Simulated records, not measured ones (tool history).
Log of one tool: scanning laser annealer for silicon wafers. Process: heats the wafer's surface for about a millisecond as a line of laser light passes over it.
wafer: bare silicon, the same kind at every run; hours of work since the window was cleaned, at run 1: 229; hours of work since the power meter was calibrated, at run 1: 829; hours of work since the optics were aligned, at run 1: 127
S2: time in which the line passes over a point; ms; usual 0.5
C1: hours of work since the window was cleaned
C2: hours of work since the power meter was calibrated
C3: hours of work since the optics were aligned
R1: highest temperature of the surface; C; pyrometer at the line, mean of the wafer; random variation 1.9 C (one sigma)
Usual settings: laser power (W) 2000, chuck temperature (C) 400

Run 1, day 0: usual settings; C1 229; C2 829; C3 127. Result: R1 1074 C.
Run 2, day 1.346: usual settings; C1 251; C2 852; C3 150. Result: R1 1070 C.
Run 3, day 2.538: usual settings but S2 0.439 ms; C1 272; C2 872; C3 170. Result: R1 1026 C.
Run 4, day 3.496: usual settings but S2 0.439 ms; C1 288; C2 888; C3 186. Result: R1 1024 C.
Run 5, day 4.917: usual settings but S2 0.439 ms; C1 312; C2 912; C3 210. Result: R1 1022 C.
Run 6, day 5.838: usual settings but S2 0.439 ms; C1 328; C2 928; C3 226. Result: R1 1021 C.
Run 7, day 7.175: usual settings but S2 0.439 ms; C1 350; C2 951; C3 249. Result: R1 1018 C.
Run 8, day 8.167: usual settings but laser power (W) 1946; C1 367; C2 968; C3 266. Result: R1 1035 C.
Run 9, day 8.929: usual settings; C1 380; C2 981; C3 279. Result: R1 1057 C.
Run 10, day 9.85: usual settings; C1 396; C2 996; C3 294. Result: R1 1055 C.
Run 11, day 11.021: usual settings; C1 416; C2 1016; C3 314. Result: R1 1052 C.
At day 11.321: window over the wafer cleaned.
Run 12, day 12.092: usual settings; C1 13; C2 1033; C3 331. Result: R1 1092 C.
Run 13, day 13.029: usual settings; C1 29; C2 1049; C3 347. Result: R1 1093 C.
Run 14, day 13.738: usual settings but S2 0.363 ms; C1 41; C2 1061; C3 359. Result: R1 986 C.
Run 15, day 14.5: usual settings but S2 0.363 ms; C1 54; C2 1074; C3 372. Result: R1 987 C.
Run 16, day 15.683: usual settings but S2 0.429 ms; C1 74; C2 1094; C3 392. Result: R1 1034 C.
Run 17, day 16.829: usual settings but S2 0.429 ms, chuck temperature (C) 385; C1 94; C2 1113; C3 411. Result: R1 1021 C.
Run 18, day 17.804: usual settings but S2 0.429 ms, chuck temperature (C) 385; C1 110; C2 1130; C3 428. Result: R1 1014 C.
Run 19, day 18.875: usual settings but S2 0.429 ms, chuck temperature (C) 385; C1 128; C2 1148; C3 446. Result: R1 1015 C.
Run 20, day 19.688: usual settings but S2 0.374 ms, chuck temperature (C) 385; C1 142; C2 1162; C3 460. Result: R1 968 C.
Run 21, day 20.346: usual settings but S2 0.374 ms, chuck temperature (C) 385; C1 153; C2 1173; C3 471. Result: R1 969 C.
Run 22, day 21.721: usual settings but laser power (W) 1743, chuck temperature (C) 414; C1 177; C2 1196; C3 494. Result: R1 979 C.
Run 23, day 22.612: usual settings but laser power (W) 1952, S2 0.6 ms, chuck temperature (C) 364; C1 192; C2 1212; C3 510. Result: R1 1077 C.
Run 24, day 23.492: usual settings but chuck temperature (C) 431; C1 207; C2 1226; C3 525. Result: R1 1098 C.
Run 25, day 24.167: usual settings but chuck temperature (C) 431; C1 218; C2 1238; C3 536. Result: R1 1099 C.
Run 26, day 25.008: usual settings but S2 0.536 ms; C1 232; C2 1252; C3 550. Result: R1 1091 C.
Run 27, day 25.85: usual settings but S2 0.496 ms, chuck temperature (C) 363; C1 247; C2 1266; C3 565. Result: R1 1028 C.
Run 28, day 27.008: usual settings but S2 0.496 ms, chuck temperature (C) 363; C1 266; C2 1286; C3 584. Result: R1 1020 C.
At day 27.333: optics aligned, line set to its width.
Run 29, day 28.317: usual settings but S2 0.496 ms, chuck temperature (C) 363; C1 285; C2 1305; C3 17. Result: R1 1017 C.
Run 30, day 29.704: usual settings but laser power (W) 1725, S2 0.353 ms, chuck temperature (C) 418; C1 309; C2 1328; C3 40. Result: R1 872 C.
Run 31, day 30.558: usual settings but S2 0.549 ms, chuck temperature (C) 394; C1 323; C2 1343; C3 55. Result: R1 1074 C.
At day 31.425: optics aligned, line set to its width, once more.
Run 32, day 31.433: usual settings but S2 0.549 ms, chuck temperature (C) 394; C1 335; C2 1354; C3 0. Result: R1 1086 C.
Run 33, day 32.662: usual settings but S2 0.549 ms, chuck temperature (C) 394; C1 355; C2 1375; C3 21. Result: R1 1083 C.
Run 34, day 33.783: usual settings but S2 0.549 ms, chuck temperature (C) 394; C1 374; C2 1394; C3 40. Result: R1 1080 C.
Run 35, day 34.738: usual settings but laser power (W) 1722, S2 0.528 ms, chuck temperature (C) 379; C1 391; C2 1410; C3 56. Result: R1 931 C.
Run 36, day 35.667: usual settings but S2 0.582 ms, chuck temperature (C) 390; C1 406; C2 1426; C3 72. Result: R1 1092 C.
At day 36.488: window over the wafer cleaned.
Run 37, day 36.892: usual settings but laser power (W) 1835, S2 0.576 ms; C1 7; C2 1445; C3 91. Result: R1 1072 C.
Run 38, day 37.65: usual settings but laser power (W) 1974, S2 0.397 ms, chuck temperature (C) 423; C1 20; C2 1458; C3 104. Result: R1 1033 C.
Run 39, day 38.892: usual settings but laser power (W) 1990, S2 0.531 ms; C1 41; C2 1480; C3 125. Result: R1 1108 C.

How the hidden state differs across the entries between the runs, from the last listed run before each to the first after it:
Between runs 11 and 12: window over the wafer cleaned (day 11.321)
  light that passes the window, % of a clean one's: 94.59 -> 99.67; laser's true power over the reading, %: 0.16 -> 0.15; width of the line over the set one, %: 0.91 -> 0.96
  measured less the result without the state, R1: -51 -> -7 C
Between runs 28 and 29: optics aligned, line set to its width (day 27.333)
  light that passes the window, % of a clean one's: 96.41 -> 96.17; laser's true power over the reading, %: 0.11 -> 0.1; width of the line over the set one, %: 1.69 -> 2.51
  measured less the result without the state, R1: -40 -> -46 C
Between runs 31 and 32: optics aligned, line set to its width, once more (day 31.425)
  light that passes the window, % of a clean one's: 95.67 -> 95.53; laser's true power over the reading, %: 0.1 -> 0.09; width of the line over the set one, %: 2.61 -> 0.23
  measured less the result without the state, R1: -53 -> -42 C
Between runs 36 and 37: window over the wafer cleaned (day 36.488)
  light that passes the window, % of a clean one's: 94.57 -> 99.82; width of the line over the set one, %: 0.43 -> 0.49
  measured less the result without the state, R1: -54 -> -3 C
